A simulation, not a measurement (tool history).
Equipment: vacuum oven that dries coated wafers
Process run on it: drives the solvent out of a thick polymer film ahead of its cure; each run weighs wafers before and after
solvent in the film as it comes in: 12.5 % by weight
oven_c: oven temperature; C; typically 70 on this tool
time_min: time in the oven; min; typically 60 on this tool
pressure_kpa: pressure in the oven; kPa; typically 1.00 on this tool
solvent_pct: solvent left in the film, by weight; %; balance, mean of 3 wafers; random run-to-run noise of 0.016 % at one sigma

Run 1, hour 0.0: usual settings. Result: solvent_pct 1.27 %.
Run 2, hour 60.5: usual settings. Result: solvent_pct 1.30 %.
Run 3, hour 121.4: usual settings but oven_c 62 C. Result: solvent_pct 3.42 %.
At hour 175.2: vacuum gauge cleaned of residue and calibrated.
Run 4, hour 176.0: usual settings but oven_c 62 C. Result: solvent_pct 3.41 %.
Run 5, hour 244.8: usual settings but oven_c 62 C. Result: solvent_pct 3.43 %.
Run 6, hour 306.0: usual settings but pressure_kpa 1.81 kPa. Result: solvent_pct 1.53 %.
Run 7, hour 353.7: usual settings but pressure_kpa 1.81 kPa. Result: solvent_pct 1.52 %.
Run 8, hour 423.9: usual settings but time_min 82 min, pressure_kpa 1.81 kPa. Result: solvent_pct 1.00 %.
Run 9, hour 462.8: usual settings but time_min 90 min. Result: solvent_pct 0.60 %.
Run 10, hour 515.9: usual settings but time_min 90 min. Result: solvent_pct 0.63 %.
Run 11, hour 557.7: usual settings but time_min 90 min. Result: solvent_pct 0.65 %.
Run 12, hour 600.9: usual settings. Result: solvent_pct 1.31 %.
Run 13, hour 642.7: usual settings but oven_c 68 C, pressure_kpa 0.98 kPa. Result: solvent_pct 1.67 %.
Run 14, hour 686.9: usual settings but oven_c 78 C. Result: solvent_pct 0.36 %.
Run 15, hour 718.9: usual settings but time_min 83 min. Result: solvent_pct 0.71 %.
Run 16, hour 760.9: usual settings but oven_c 68 C, time_min 89 min. Result: solvent_pct 0.87 %.
Run 17, hour 809.5: usual settings but oven_c 68 C, time_min 89 min. Result: solvent_pct 0.88 %.
Run 18, hour 879.7: usual settings but oven_c 60 C, time_min 78 min, pressure_kpa 2.07 kPa. Result: solvent_pct 3.57 %.
Run 19, hour 925.6: usual settings but oven_c 60 C, time_min 78 min, pressure_kpa 2.07 kPa. Result: solvent_pct 3.57 %.
At hour 971.3: oven's thermocouples calibrated.
Run 20, hour 998.8: usual settings but oven_c 60 C, time_min 78 min, pressure_kpa 2.07 kPa. Result: solvent_pct 3.58 %.
Run 21, hour 1038.1: usual settings but time_min 32 min, pressure_kpa 2.74 kPa. Result: solvent_pct 3.59 %.
Run 22, hour 1077.0: usual settings but oven_c 59 C, time_min 55 min, pressure_kpa 0.52 kPa. Result: solvent_pct 4.54 %.
Run 23, hour 1133.5: usual settings but time_min 82 min. Result: solvent_pct 0.73 %.

Below are 5 alternative next runs, each starting from the tool's condition after run 23. Predict each:
Run A, hour 1179.4: usual settings but oven_c 79 C, time_min 50 min. Result: solvent_pct ?.
Run B, hour 1179.4: usual settings but oven_c 56 C, time_min 50 min, pressure_kpa 1.02 kPa. Result: solvent_pct ?.
Run C, hour 1179.4: usual settings but time_min 82 min, pressure_kpa 0.58 kPa. Result: solvent_pct ?.
Run D, hour 1179.4: usual settings but oven_c 73 C, time_min 53 min, pressure_kpa 3.79 kPa. Result: solvent_pct ?.
Run E, hour 1179.4: usual settings but oven_c 79 C, time_min 45 min. Result: solvent_pct ?.

run  solvent_pct
  A         0.40
  B         6.02
  C         0.59
  D         1.75
  E         0.46
With the hidden condition removed and each run's random variation left untouched, the same runs would have given:
run  solvent_pct
  A         0.40
  B         6.02
  C         0.59
  D         1.75
  E         0.46

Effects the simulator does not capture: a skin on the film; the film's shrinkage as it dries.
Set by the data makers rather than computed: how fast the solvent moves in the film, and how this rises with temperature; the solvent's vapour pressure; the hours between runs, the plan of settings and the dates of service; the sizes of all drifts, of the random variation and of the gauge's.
